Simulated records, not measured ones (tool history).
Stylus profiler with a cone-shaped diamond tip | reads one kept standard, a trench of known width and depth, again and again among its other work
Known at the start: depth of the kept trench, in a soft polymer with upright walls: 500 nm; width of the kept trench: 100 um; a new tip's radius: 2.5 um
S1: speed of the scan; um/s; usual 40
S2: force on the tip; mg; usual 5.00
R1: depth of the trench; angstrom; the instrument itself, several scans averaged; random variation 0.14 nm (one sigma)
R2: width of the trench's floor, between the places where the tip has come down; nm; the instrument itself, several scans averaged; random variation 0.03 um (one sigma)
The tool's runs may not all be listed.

run	hour	S1	S2	R1	R2
1	0.0	40	5.00	5074.1	96040
2	34.0	40	14.65	5126.1	96090
3	88.9	40	14.65	5126.2	96060
4	157.8	40	14.65	5126.0	96010
5	229.5	40	14.65	5125.4	95980
6	281.0	40	14.65	5129.6	95970
7	315.0	40	14.65	5131.7	95970
8	360.8	22	1.92	5053.1	95920
9	435.3	21	2.00	5056.1	95850
10	503.6	60	2.48	5060.8	95630
11	546.9	60	2.48	5062.5	95700

Forecast each of these 5 alternatives for the next run:
A	587.4	101	7.30	?	?
B	587.4	75	2.48	?	?
C	587.4	40	4.83	?	?
D	587.4	136	9.47	?	?
E	587.4	15	14.64	?	?

run	R1	R2
A	5092.5	95660
B	5062.4	95600
C	5078.1	95800
D	5107.3	95580
E	5132.3	95870
Without the tool's hidden state the same runs would have given:
run	R1	R2
A	5060.4	96770
B	5030.6	96700
C	5046.1	96900
D	5075.1	96680
E	5100.0	96970
